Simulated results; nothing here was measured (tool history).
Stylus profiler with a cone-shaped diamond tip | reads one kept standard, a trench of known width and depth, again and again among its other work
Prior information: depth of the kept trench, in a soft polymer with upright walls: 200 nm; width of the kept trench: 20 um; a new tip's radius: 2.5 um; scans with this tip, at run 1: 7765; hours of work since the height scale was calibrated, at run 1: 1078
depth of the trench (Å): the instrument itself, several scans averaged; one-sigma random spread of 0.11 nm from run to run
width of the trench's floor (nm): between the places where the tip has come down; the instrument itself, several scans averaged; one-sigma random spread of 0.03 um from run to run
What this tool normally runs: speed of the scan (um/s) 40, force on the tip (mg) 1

run   hour  speed of the scan (um/s)  force on the tip (mg)  scans with this tip  hours of work since the height scale was calibrated  depth of the trench (Å)  width of the trench's floor (nm)
  1      0                        40                      1                 7765                                                 1078                     2002                             17400
  2   78.5                        40                   1.12                 8127                                                 1129                   2000.8                             17420
  3  138.1                        40                   1.12                 8402                                                 1167                   2000.1                             17360
  4  189.9                        40                   1.12                 8640                                                 1200                     2000                             17370
     198.6  -- height scale calibrated on a step standard
  5  275.3                        40                   1.12                 9031                                                   49                   1995.1                             17360
  6  315.9                        40                   1.12                 9218                                                   75                   1994.9                             17350
  7  353.7                        22                      1                 9392                                                   99                   1991.6                             17490
     358.7  -- height scale calibrated on a step standard, once more
  8  393.5                       120                   0.58                 9573                                                   22                   2005.9                             16150
  9  452.4                        44                   0.47                 9844                                                   60                   2005.3                             16980
 10  500.8                        25                   0.66                10067                                                   91                   2005.8                             17390
 11  548.5                        25                   0.66                10287                                                  121                   2004.7                             17410
 12  589.4                        25                   0.66                10476                                                  148                   2002.6                             17350
 13  643.5                        63                   0.39                10725                                                  182                   2003.6                             16690
 14  682.3                        97                   1.99                10904                                                  207                     2011                             17020

Each row is a separate what-if for the run after 14, all from the same tool condition, not one after another. Results?
  A  731.5                        40                   1.38                11130                                                  239                        ?                                 ?
  B  731.5                        29                      1                11130                                                  239                        ?                                 ?
  C  731.5                        21                   1.15                11130                                                  239                        ?                                 ?

run  depth of the trench (Å)  width of the trench's floor (nm)
  A                   2008.7                             17340
  B                   2005.2                             17360
  C                   2007.3                             17450
Without the tool's hidden state the same runs would have given:
run  depth of the trench (Å)  width of the trench's floor (nm)
  A                   2010.6                             17720
  B                   2007.1                             17740
  C                   2009.2                             17830
